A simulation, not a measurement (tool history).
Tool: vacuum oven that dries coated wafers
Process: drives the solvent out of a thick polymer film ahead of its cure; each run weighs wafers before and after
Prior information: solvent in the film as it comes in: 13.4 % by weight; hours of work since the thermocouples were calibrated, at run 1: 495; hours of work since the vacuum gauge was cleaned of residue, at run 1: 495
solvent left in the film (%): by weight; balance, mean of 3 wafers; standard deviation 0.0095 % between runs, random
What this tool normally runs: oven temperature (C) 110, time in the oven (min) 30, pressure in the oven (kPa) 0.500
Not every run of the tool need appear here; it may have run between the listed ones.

run    hour  oven temperature (C)  time in the oven (min)  pressure in the oven (kPa)  hours of work since the thermocouples were calibrated  hours of work since the vacuum gauge was cleaned of residue  solvent left in the film (%)
  1     0.0                   110                      30                       0.500                                                    495                                                          495                         0.984
  2    91.6                   110                      30                       0.500                                                    540                                                          540                         0.979
  3   157.0                   110                      30                       1.312                                                    573                                                          573                         1.459
  4   210.5                   110                      16                       1.312                                                    600                                                          600                         3.065
  5   291.3                   110                      16                       1.312                                                    640                                                          640                         3.064
  6   364.0                   110                      16                       1.312                                                    676                                                          676                         3.025
  7   474.7                   110                      30                       0.500                                                    731                                                          731                         0.966
  8   598.7                   110                      30                       0.500                                                    793                                                          793                         0.962
  9   663.2                   110                      30                       1.849                                                    825                                                          825                         1.748
 10   756.4                   110                      30                       1.849                                                    871                                                          871                         1.746
 11   859.0                   110                      30                       0.500                                                    922                                                          922                         0.960
 12   938.6                   110                      30                       0.500                                                    962                                                          962                         0.951
 13  1057.4                   110                      37                       0.500                                                   1021                                                         1021                         0.681
 14  1129.3                   121                      30                       0.488                                                   1057                                                         1057                         0.321
 15  1216.2                   125                      23                       0.794                                                   1100                                                         1100                         0.407
 16  1306.0                   110                      36                       0.500                                                   1145                                                         1145                         0.691
 17  1422.4                   101                      24                       0.300                                                   1203                                                         1203                         3.114
 18  1552.1                   108                      45                       0.300                                                   1267                                                         1267                         0.521
     1577.3  -- oven's thermocouples calibrated
     1595.9  -- vacuum gauge cleaned of residue and calibrated
 19  1679.1                   115                      18                       1.185                                                     50                                                           41                         1.765
 20  1794.3                   110                      17                       0.401                                                    107                                                           99                         2.498
 21  1886.9                   110                      41                       0.272                                                    153                                                          145                         0.449
 22  1972.5                   115                      34                       1.954                                                    196                                                          187                         1.227
 23  2036.2                   104                      16                       1.954                                                    228                                                          219                         5.071

Predict each of these 5 candidate next runs independently; none follows another, all start after run 23:
  A  2137.3                   104                      16                       1.019                                                    278                                                          269                             ?
  B  2137.3                   110                      30                       0.307                                                    278                                                          269                             ?
  C  2137.3                   115                      36                       0.903                                                    278                                                          269                             ?
  D  2137.3                   115                      25                       0.740                                                    278                                                          269                             ?
  E  2137.3                   110                      49                       0.974                                                    278                                                          269                             ?

run  solvent left in the film (%)
  A                         4.514
  B                         0.893
  C                         0.623
  D                         0.875
  E                         0.777
What these runs would have given with no unlogged condition in the tool:
run  solvent left in the film (%)
  A                         4.476
  B                         0.855
  C                         0.591
  D                         0.843
  E                         0.740
